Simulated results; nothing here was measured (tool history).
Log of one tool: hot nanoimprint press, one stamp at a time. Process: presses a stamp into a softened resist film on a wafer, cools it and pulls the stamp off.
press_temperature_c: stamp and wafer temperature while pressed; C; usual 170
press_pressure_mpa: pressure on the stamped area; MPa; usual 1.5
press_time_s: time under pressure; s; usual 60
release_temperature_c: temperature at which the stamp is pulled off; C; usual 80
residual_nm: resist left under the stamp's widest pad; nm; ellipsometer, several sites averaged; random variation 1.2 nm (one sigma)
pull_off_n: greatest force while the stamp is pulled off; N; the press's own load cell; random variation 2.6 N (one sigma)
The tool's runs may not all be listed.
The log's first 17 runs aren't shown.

run	hour	press_temperature_c	press_pressure_mpa	press_time_s	release_temperature_c	residual_nm	pull_off_n
18	170	170	1.5	42	67	213.8	173
19	183.4	170	1.5	42	67	213	165
20	189.8	170	1.5	42	67	211.4	174
21	198.2	170	1.5	42	67	212.8	162
22	207.1	170	1.5	42	74	208.7	145
23	213	170	1.5	42	74	212.4	144
24	224.8	160	1.52	42	74	296.9	140
25	234.9	170	1.1	48	73	233.9	143
26	241	170	1.5	60	66	190.2	173
27	251.8	170	1.5	49	80	202.6	123
28	265.3	178	2.18	49	80	120.7	124
29	277.8	162	1.07	35	69	320.8	157
30	289.1	162	1.07	99	76	255.2	136

4 ways to go on from here, each from the tool as it stands after run 30. What would each give?
A	297.1	176	1.42	86	80	?	?
B	297.1	167	1.69	34	76	?	?
C	297.1	179	1.45	71	80	?	?
D	297.1	163	1.5	105	71	?	?

run	residual_nm	pull_off_n
A	133.8	123
B	240.4	134
C	125.3	121
D	209.9	156
Without the tool's hidden state the same runs would have given:
run	residual_nm	pull_off_n
A	133.6	121
B	240.1	133
C	125.1	119
D	209.5	154
